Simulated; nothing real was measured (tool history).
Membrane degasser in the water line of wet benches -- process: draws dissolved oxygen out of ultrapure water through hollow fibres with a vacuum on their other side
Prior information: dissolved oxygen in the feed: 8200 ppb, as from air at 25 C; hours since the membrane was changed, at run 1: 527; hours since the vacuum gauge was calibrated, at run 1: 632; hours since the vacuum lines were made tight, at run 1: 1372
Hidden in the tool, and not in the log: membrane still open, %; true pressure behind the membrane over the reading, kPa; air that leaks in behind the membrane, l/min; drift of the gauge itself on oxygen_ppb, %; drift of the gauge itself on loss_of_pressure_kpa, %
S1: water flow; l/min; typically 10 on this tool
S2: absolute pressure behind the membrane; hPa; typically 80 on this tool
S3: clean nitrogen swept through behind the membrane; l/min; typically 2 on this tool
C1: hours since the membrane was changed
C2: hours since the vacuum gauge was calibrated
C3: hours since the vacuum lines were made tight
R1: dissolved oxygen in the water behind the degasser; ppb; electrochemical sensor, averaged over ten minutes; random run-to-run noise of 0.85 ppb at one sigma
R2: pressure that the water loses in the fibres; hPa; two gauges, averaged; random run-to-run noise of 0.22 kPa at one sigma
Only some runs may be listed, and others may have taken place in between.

Run 1, hour 0: usual settings; C1 527; C2 632; C3 1372. Result: R1 79.3 ppb, R2 553.8 hPa.
Run 2, hour 48.7: usual settings; C1 575; C2 681; C3 1421. Result: R1 78.9 ppb, R2 555.6 hPa.
Run 3, hour 85.7: usual settings but S2 86.4 hPa; C1 612; C2 718; C3 1458. Result: R1 84 ppb, R2 558.9 hPa.
Run 4, hour 146.2: usual settings; C1 673; C2 779; C3 1518. Result: R1 79.3 ppb, R2 557.7 hPa.
Run 5, hour 188.9: usual settings; C1 716; C2 821; C3 1561. Result: R1 78.8 ppb, R2 559.9 hPa.
Run 6, hour 253.5: usual settings; C1 780; C2 886; C3 1626. Result: R1 80.5 ppb, R2 562.7 hPa.
Run 7, hour 304.4: usual settings but S1 6 l/min; C1 831; C2 937; C3 1676. Result: R1 37.8 ppb, R2 337.7 hPa.

Predict the results of run 8:
Run 8, hour 361.6: usual settings but S1 6 l/min; C1 888; C2 994; C3 1734. Result: R1 ?, R2 ?.

{"run 8": {"R1": 37.3, "R2": 337.8}}
Without the tool's hidden state the same run would have given R1 37.3 ppb, R2 334 hPa.
